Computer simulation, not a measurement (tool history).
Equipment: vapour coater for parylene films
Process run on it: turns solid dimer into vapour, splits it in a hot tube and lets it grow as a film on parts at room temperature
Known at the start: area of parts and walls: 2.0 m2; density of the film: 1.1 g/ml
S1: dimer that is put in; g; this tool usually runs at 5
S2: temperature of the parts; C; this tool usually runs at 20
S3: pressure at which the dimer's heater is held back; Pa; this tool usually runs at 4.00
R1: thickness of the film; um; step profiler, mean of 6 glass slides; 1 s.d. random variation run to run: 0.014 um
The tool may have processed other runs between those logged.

Run 1, day 0.000: usual settings. Result: R1 1.28 um.
Run 2, day 1.958: usual settings but S3 8.32 Pa. Result: R1 1.19 um.
Run 3, day 3.758: usual settings. Result: R1 1.30 um.
Run 4, day 5.621: usual settings but S3 10.66 Pa. Result: R1 1.17 um.
Run 5, day 7.979: usual settings but S2 25 C. Result: R1 1.18 um.
Run 6, day 10.067: usual settings but S3 7.95 Pa. Result: R1 1.20 um.
Run 7, day 12.383: usual settings but S3 7.95 Pa. Result: R1 1.21 um.
At day 14.421: trap's valve overhauled.
Run 8, day 14.833: usual settings. Result: R1 1.31 um.
Run 9, day 18.079: usual settings. Result: R1 1.30 um.
Run 10, day 20.321: usual settings but S2 23 C. Result: R1 1.24 um.
Run 11, day 22.942: usual settings but S2 23 C. Result: R1 1.22 um.
Run 12, day 25.146: usual settings but S2 23 C. Result: R1 1.18 um.
Run 13, day 27.579: usual settings but S2 23 C. Result: R1 1.23 um.
Run 14, day 29.908: usual settings but S2 23 C. Result: R1 1.24 um.
Run 15, day 32.612: usual settings but S1 3 g, S3 2.09 Pa. Result: R1 0.83 um.
Run 16, day 35.783: usual settings but S1 4 g, S3 2.09 Pa. Result: R1 1.13 um.
Run 17, day 38.971: usual settings but S1 4 g, S3 2.09 Pa. Result: R1 1.11 um.
Run 18, day 41.958: usual settings but S1 3 g, S2 19 C, S3 2.09 Pa. Result: R1 0.85 um.
Run 19, day 44.296: usual settings but S1 6 g, S2 23 C, S3 8.42 Pa. Result: R1 1.33 um.
Run 20, day 46.375: usual settings but S1 7 g, S3 2.04 Pa. Result: R1 1.96 um.
Run 21, day 49.271: usual settings but S1 7 g, S2 22 C, S3 10.34 Pa. Result: R1 1.56 um.
Run 22, day 51.446: usual settings but S1 7 g, S2 22 C, S3 10.34 Pa. Result: R1 1.58 um.
Run 23, day 53.138: usual settings but S1 7 g, S2 13 C, S3 10.34 Pa. Result: R1 1.88 um.
Run 24, day 54.875: usual settings but S1 3 g. Result: R1 0.79 um.
Run 25, day 57.196: usual settings but S1 3 g, S2 15 C. Result: R1 0.87 um.
Run 26, day 58.704: usual settings but S1 6 g, S2 28 C, S3 4.23 Pa. Result: R1 1.28 um.

What will run 27 give?
At day 60.950: table's thermometer calibrated.
At day 61.321: trap's valve overhauled.
Run 27, day 61.488: usual settings but S1 4 g, S2 28 C, S3 2.08 Pa. Result: R1 ?.

R1: 0.95 um
Had the tool carried no hidden state, the very same run would have given R1 0.95 um.
